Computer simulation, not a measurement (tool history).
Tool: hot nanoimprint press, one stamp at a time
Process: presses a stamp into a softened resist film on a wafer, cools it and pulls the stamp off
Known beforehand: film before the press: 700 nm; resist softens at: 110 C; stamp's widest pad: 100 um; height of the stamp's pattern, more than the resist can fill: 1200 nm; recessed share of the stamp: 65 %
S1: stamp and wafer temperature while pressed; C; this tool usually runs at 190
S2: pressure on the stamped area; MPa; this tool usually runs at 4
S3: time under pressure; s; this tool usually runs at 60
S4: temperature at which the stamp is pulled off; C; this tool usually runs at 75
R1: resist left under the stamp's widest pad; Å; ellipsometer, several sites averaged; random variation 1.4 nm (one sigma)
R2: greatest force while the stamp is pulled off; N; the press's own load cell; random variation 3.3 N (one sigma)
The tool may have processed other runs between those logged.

| run | hour | S1 | S2 | S3 | S4 | R1 | R2 |
|---|---|---|---|---|---|---|---|
| 1 | 0 | 190 | 4 | 60 | 75 | 2638 | 211 |
|  | 41.6 | stamp cleaned and given a new release coat |
| 2 | 78 | 190 | 4 | 60 | 75 | 2658 | 159 |
| 3 | 153.1 | 190 | 4 | 60 | 75 | 2633 | 163 |
|  | 184.8 | plate thermocouple calibrated |
| 4 | 247 | 190 | 4 | 60 | 75 | 2606 | 173 |
| 5 | 326.9 | 190 | 4 | 60 | 75 | 2632 | 184 |
| 6 | 418.7 | 190 | 4 | 60 | 75 | 2622 | 192 |
| 7 | 472.4 | 190 | 4 | 60 | 75 | 2597 | 199 |
| 8 | 526 | 190 | 4 | 60 | 81 | 2563 | 187 |
|  | 537.5 | plate thermocouple calibrated, once more |
| 9 | 577 | 190 | 4 | 60 | 75 | 2838 | 218 |
|  | 612.8 | stamp cleaned and given a new release coat |
| 10 | 622.7 | 190 | 3.65 | 60 | 75 | 2925 | 167 |
|  | 702.6 | press's hydraulic seals changed and the load cell set to zero |
| 11 | 707.9 | 190 | 3.65 | 60 | 75 | 2898 | 171 |
| 12 | 792.1 | 190 | 3.65 | 60 | 75 | 2853 | 177 |
| 13 | 884.1 | 190 | 3.65 | 60 | 75 | 2855 | 187 |
| 14 | 922.6 | 190 | 4 | 60 | 75 | 2711 | 193 |
| 15 | 983 | 190 | 4 | 60 | 75 | 2710 | 205 |
| 16 | 1045.4 | 189 | 3.41 | 102 | 75 | 2497 | 189 |
| 17 | 1113 | 189 | 3.41 | 102 | 75 | 2502 | 206 |
| 18 | 1152.2 | 189 | 4.19 | 60 | 75 | 2694 | 210 |
|  | 1187.5 | stamp cleaned and given a new release coat |
| 19 | 1244 | 189 | 2.83 | 60 | 75 | 3289 | 164 |
| 20 | 1296 | 196 | 4.15 | 39 | 66 | 2594 | 188 |
| 21 | 1378.4 | 192 | 3.68 | 60 | 75 | 2642 | 176 |
| 22 | 1441.7 | 192 | 3.66 | 73 | 73 | 2458 | 185 |
| 23 | 1490 | 192 | 3.66 | 73 | 73 | 2444 | 193 |
|  | 1512.2 | plate thermocouple calibrated |
| 24 | 1561.4 | 190 | 6.06 | 60 | 75 | 2274 | 198 |
| 25 | 1627.4 | 190 | 6.06 | 31 | 71 | 2870 | 211 |
| 26 | 1706.6 | 190 | 6.06 | 31 | 71 | 2859 | 218 |
|  | 1759.4 | stamp cleaned and given a new release coat |
| 27 | 1794.1 | 188 | 4 | 119 | 60 | 2292 | 188 |
| 28 | 1841.5 | 200 | 3.22 | 61 | 72 | 2328 | 173 |
|  | 1924.5 | press's hydraulic seals changed and the load cell set to zero |
| 29 | 1924.5 | 200 | 3.22 | 61 | 72 | 2253 | 177 |
| 30 | 1975.8 | 198 | 4 | 82 | 75 | 1897 | 182 |

Alternative continuations, all from the tool just after run 30; predict every row:
| A | 2024.8 | 198 | 4 | 94 | 73 | ? | ? |
| B | 2024.8 | 190 | 2.47 | 60 | 75 | ? | ? |
| C | 2024.8 | 180 | 3.82 | 82 | 62 | ? | ? |

| run | R1 | R2 |
|---|---|---|
| A | 1784 | 186 |
| B | 3432 | 183 |
| C | 3290 | 212 |
The same runs, with their run-to-run variation unchanged, on a tool lacking any hidden condition would have given:
| run | R1 | R2 |
|---|---|---|
| A | 1837 | 162 |
| B | 3532 | 160 |
| C | 3399 | 185 |
